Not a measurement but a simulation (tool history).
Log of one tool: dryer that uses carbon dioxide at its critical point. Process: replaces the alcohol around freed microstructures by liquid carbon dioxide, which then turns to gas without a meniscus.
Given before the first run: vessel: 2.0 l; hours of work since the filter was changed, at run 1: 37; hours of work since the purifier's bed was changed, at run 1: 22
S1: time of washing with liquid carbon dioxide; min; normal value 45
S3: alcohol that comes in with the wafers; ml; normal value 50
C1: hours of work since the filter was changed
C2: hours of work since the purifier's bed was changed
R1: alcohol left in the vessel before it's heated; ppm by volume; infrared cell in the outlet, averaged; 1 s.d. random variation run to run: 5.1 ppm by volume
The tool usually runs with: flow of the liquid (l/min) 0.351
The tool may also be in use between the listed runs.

Run 1, hour 0: usual settings; C1 37; C2 22. Result: R1 72 ppm by volume.
Run 2, hour 7.8: usual settings; C1 43; C2 28. Result: R1 90 ppm by volume.
Run 3, hour 17.2: usual settings but S1 70 min; C1 50; C2 36. Result: R1 18 ppm by volume.
Run 4, hour 25.8: usual settings but S3 41 ml; C1 57; C2 42. Result: R1 79 ppm by volume.
Run 5, hour 34.7: usual settings; C1 64; C2 50. Result: R1 85 ppm by volume.
Run 6, hour 43.4: usual settings; C1 71; C2 57. Result: R1 96 ppm by volume.
Run 7, hour 52.2: usual settings; C1 78; C2 64. Result: R1 105 ppm by volume.
Run 8, hour 60.3: usual settings; C1 85; C2 70. Result: R1 102 ppm by volume.
Run 9, hour 67.3: usual settings but flow of the liquid (l/min) 0.407; C1 90; C2 76. Result: R1 56 ppm by volume.
Run 10, hour 71.3: usual settings but flow of the liquid (l/min) 0.407; C1 94; C2 79. Result: R1 51 ppm by volume.
Run 11, hour 81.1: usual settings but flow of the liquid (l/min) 0.407; C1 102; C2 87. Result: R1 52 ppm by volume.
Run 12, hour 86.6: usual settings but flow of the liquid (l/min) 0.407; C1 106; C2 91. Result: R1 57 ppm by volume.
Run 13, hour 95.5: usual settings but S1 67 min; C1 113; C2 98. Result: R1 32 ppm by volume.
Run 14, hour 99.6: usual settings but S1 67 min; C1 116; C2 101. Result: R1 25 ppm by volume.
Run 15, hour 104.2: usual settings but S1 67 min; C1 120; C2 105. Result: R1 29 ppm by volume.
Run 16, hour 111: usual settings but S1 67 min, S3 108 ml; C1 125; C2 111. Result: R1 34 ppm by volume.
Run 17, hour 115.4: usual settings but S3 118 ml; C1 129; C2 114. Result: R1 234 ppm by volume.
Run 18, hour 123: usual settings; C1 135; C2 120. Result: R1 102 ppm by volume.
Run 19, hour 130.4: usual settings but S3 95 ml; C1 141; C2 126. Result: R1 201 ppm by volume.
Run 20, hour 138.6: usual settings but S3 39 ml; C1 148; C2 133. Result: R1 105 ppm by volume.
Run 21, hour 144.4: usual settings but S3 24 ml; C1 152; C2 137. Result: R1 65 ppm by volume.
Run 22, hour 153.9: usual settings; C1 160; C2 145. Result: R1 114 ppm by volume.
Run 23, hour 163.7: usual settings; C1 168; C2 153. Result: R1 131 ppm by volume.
Run 24, hour 171.4: usual settings; C1 174; C2 159. Result: R1 122 ppm by volume.
Run 25, hour 180.1: usual settings but S1 37 min, flow of the liquid (l/min) 0.319, S3 30 ml; C1 181; C2 166. Result: R1 280 ppm by volume.
Run 26, hour 186.9: usual settings but S1 65 min, flow of the liquid (l/min) 0.319, S3 23 ml; C1 186; C2 171. Result: R1 33 ppm by volume.
Run 27, hour 196.1: usual settings but S1 29 min, flow of the liquid (l/min) 0.243, S3 47 ml; C1 193; C2 179. Result: R1 2126 ppm by volume.
Run 28, hour 205.2: usual settings but S1 44 min, flow of the liquid (l/min) 0.238, S3 26 ml; C1 201; C2 186. Result: R1 393 ppm by volume.
Run 29, hour 213.3: usual settings but S1 29 min, flow of the liquid (l/min) 0.512, S3 38 ml; C1 207; C2 192. Result: R1 141 ppm by volume.
Run 30, hour 221.6: usual settings but S1 29 min, flow of the liquid (l/min) 0.512, S3 38 ml; C1 214; C2 199. Result: R1 150 ppm by volume.
Run 31, hour 229.8: usual settings but S1 29 min, flow of the liquid (l/min) 0.512, S3 38 ml; C1 220; C2 206. Result: R1 138 ppm by volume.
Run 32, hour 239.4: usual settings but S1 61 min, flow of the liquid (l/min) 0.513, S3 109 ml; C1 228; C2 213. Result: R1 43 ppm by volume.
Run 33, hour 244.7: usual settings but S1 61 min, flow of the liquid (l/min) 0.513, S3 109 ml; C1 232; C2 217. Result: R1 47 ppm by volume.
Run 34, hour 253.9: usual settings but S1 61 min, flow of the liquid (l/min) 0.513, S3 98 ml; C1 240; C2 225. Result: R1 40 ppm by volume.

Run 35, settings as shown, results not yet in. Your forecast:
Run 35, hour 261.7: usual settings but S1 61 min, flow of the liquid (l/min) 0.513, S3 98 ml; C1 246; C2 231. Result: R1 ?.

{"run 35": {"R1": 33}}
Take away the tool's hidden state, keep the run-to-run variation as it was, and the same run would have given R1 0 ppm by volume.
